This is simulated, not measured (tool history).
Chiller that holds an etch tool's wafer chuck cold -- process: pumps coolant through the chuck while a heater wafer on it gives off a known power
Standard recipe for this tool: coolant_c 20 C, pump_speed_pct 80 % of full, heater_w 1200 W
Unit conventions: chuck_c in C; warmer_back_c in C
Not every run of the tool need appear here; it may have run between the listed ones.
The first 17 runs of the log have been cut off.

run,hour,coolant_c,pump_speed_pct,heater_w,chuck_c,warmer_back_c
18,1336.9,17,75,1080,24.2,2.58
19,1448.0,17,75,1080,24.2,2.56
20,1558.1,21,64,1076,29.3,3.08
21,1646.6,24,73,1009,30.8,2.41
22,1698.6,24,73,1009,30.9,2.47
23,1757.5,24,73,1009,31.0,2.46
24,1831.6,24,73,1009,30.8,2.47
25,1916.1,24,98,699,27.8,1.13
26,1993.7,24,98,699,27.7,1.11
27,2079.3,20,80,1422,29.0,3.13
28,2129.0,20,80,1610,30.2,3.54
29,2233.9,20,74,977,26.7,2.29
30,2319.9,13,80,721,17.4,1.46
31,2398.2,13,80,721,17.4,1.43

What if the next run were any one of these 5? Each begins from the tool's condition after run 31:
A,2455.3,22,69,800,?,?
B,2455.3,13,80,826,?,?
C,2455.3,19,80,1200,?,?
D,2455.3,16,80,754,?,?
E,2455.3,12,61,1618,?,?

run,chuck_c,warmer_back_c
A,27.7,1.97
B,18.4,1.73
C,26.6,2.56
D,20.6,1.53
E,25.0,4.84
Take away the tool's hidden state, keep each run's random variation, and the runs would have read:
run,chuck_c,warmer_back_c
A,27.7,2.18
B,18.4,1.94
C,26.6,2.77
D,20.6,1.74
E,25.0,5.05

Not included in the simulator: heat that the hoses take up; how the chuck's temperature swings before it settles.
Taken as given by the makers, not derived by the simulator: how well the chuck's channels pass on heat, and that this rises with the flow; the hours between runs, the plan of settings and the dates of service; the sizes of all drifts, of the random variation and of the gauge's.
